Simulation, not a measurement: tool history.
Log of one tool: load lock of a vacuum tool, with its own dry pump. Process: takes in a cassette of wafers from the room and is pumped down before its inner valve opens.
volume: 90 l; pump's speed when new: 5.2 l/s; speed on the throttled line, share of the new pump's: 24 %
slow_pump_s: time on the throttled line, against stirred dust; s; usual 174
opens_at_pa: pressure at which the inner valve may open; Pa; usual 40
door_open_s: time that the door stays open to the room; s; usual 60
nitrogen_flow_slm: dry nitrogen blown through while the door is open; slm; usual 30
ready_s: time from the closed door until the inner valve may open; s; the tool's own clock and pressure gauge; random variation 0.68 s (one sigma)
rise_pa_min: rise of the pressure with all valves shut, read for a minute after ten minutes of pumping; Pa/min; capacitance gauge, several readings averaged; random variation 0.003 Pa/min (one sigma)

run     hour  slow_pump_s  opens_at_pa  door_open_s  nitrogen_flow_slm  incoming humidity of the room's air, %  ready_s  rise_pa_min
  1      0.0          174           40           60                 30                                    44.7    278.0        0.105
  2    253.4          174           40           60                 30                                    43.5    278.1        0.109
  3    764.4          174           40           60                 30                                    47.1    277.8        0.118
  4   1197.9          174           47           60                 30                                    44.1    275.6        0.130
  5   1725.7          174           40           60                 30                                    44.4    279.7        0.135
  6   2132.8          174           40           60                 30                                    44.4    278.8        0.138
  7   2516.0          183           40           60                 30                                    45.4    286.2        0.148
  8   2813.3          183           40           60                 30                                    43.9    285.9        0.152
  9   3359.1          183           40           60                 30                                    42.5    287.1        0.168
 10   3678.2          183           40           60                 30                                    43.8    286.9        0.178
 11   4203.5          183           40           60                 30                                    47.9    287.6        0.194
 12   4492.6          183           40           60                 30                                    45.5    287.0        0.202
 13   4948.1          318           40           60                 30                                    44.2    385.7        0.210
 14   5197.2          318           40           60                 30                                    45.6    388.9        0.219
 15   5567.7          174           41           60                 30                                    43.8    280.0        0.220
 16   5836.3          174           41           60                 30                                    47.3    281.1        0.233
 17   6266.0          174           41           60                 30                                    44.7    282.6        0.239
 18   6733.6          174           40           43                 30                                    45.5    281.8        0.251
 19   6960.6          174           40           43                 30                                    42.5    281.6        0.255
 20   7295.2          174           59           43                 30                                    43.4    275.2        0.272
 21   7773.6          174           36           26                 30                                    44.3    286.0        0.277
 22   8238.4          104           35           46                 14                                    41.0    235.6        0.022
 23   8473.8          104           35           46                 14                                    44.9    236.4        0.023
 24   8746.3          121           40           60                 10                                    46.5    246.3        0.037
 25   9165.8          121           40           60                 10                                    46.8    247.9        0.043
 26   9478.8          121           40           30                 10                                    45.0    229.3        0.034
 27   9716.2          121           47           60                 30                                    44.4    225.5        0.026
 28  10130.5          121           47           60                 30                                    47.8    225.5        0.031
 29  10535.4          121           47          230                 30                                    48.0    226.6        0.051
 30  10860.3          121           47          230                 30                                    49.2    226.4        0.051
 31  11351.2          121           47          109                  7                                    44.6    226.5        0.075
 32  11904.8          217           50           43                  7                                    45.0    299.8        0.059
 33  12194.9          174           46           32                 40                                    44.8    267.5        0.048
 34  12682.4          144           35           60                 30                                    45.2    249.8        0.055
 35  13182.4          144           35           60                 30                                    44.0    249.3        0.061
 36  13431.6          296           56           40                  8                                    46.6    356.3        0.073

Taken out of this log: 2 entries between the listed runs. Where each belongs, and how the hidden state differs across it:
Between runs 21 and 22: door's seal changed, seat wiped (hour 7818.8)
  pump's speed, % of a new pump's: 87 -> 86.7; leak at the door's seal, Pa l/s: 0.4008 -> 0.0057
  measured less the result without the state, ready_s: +14.5 -> +17.5 s; rise_pa_min: +0.269 -> +0.002 Pa/min
Between runs 25 and 26: dry pump taken out, an overhauled one fitted (hour 9337.3)
  pump's speed, % of a new pump's: 86.2 -> 100.3; leak at the door's seal, Pa l/s: 0.0153 -> 0.0191
  measured less the result without the state, ready_s: +17.8 -> -0.4 s; rise_pa_min: +0.009 -> +0.011 Pa/min
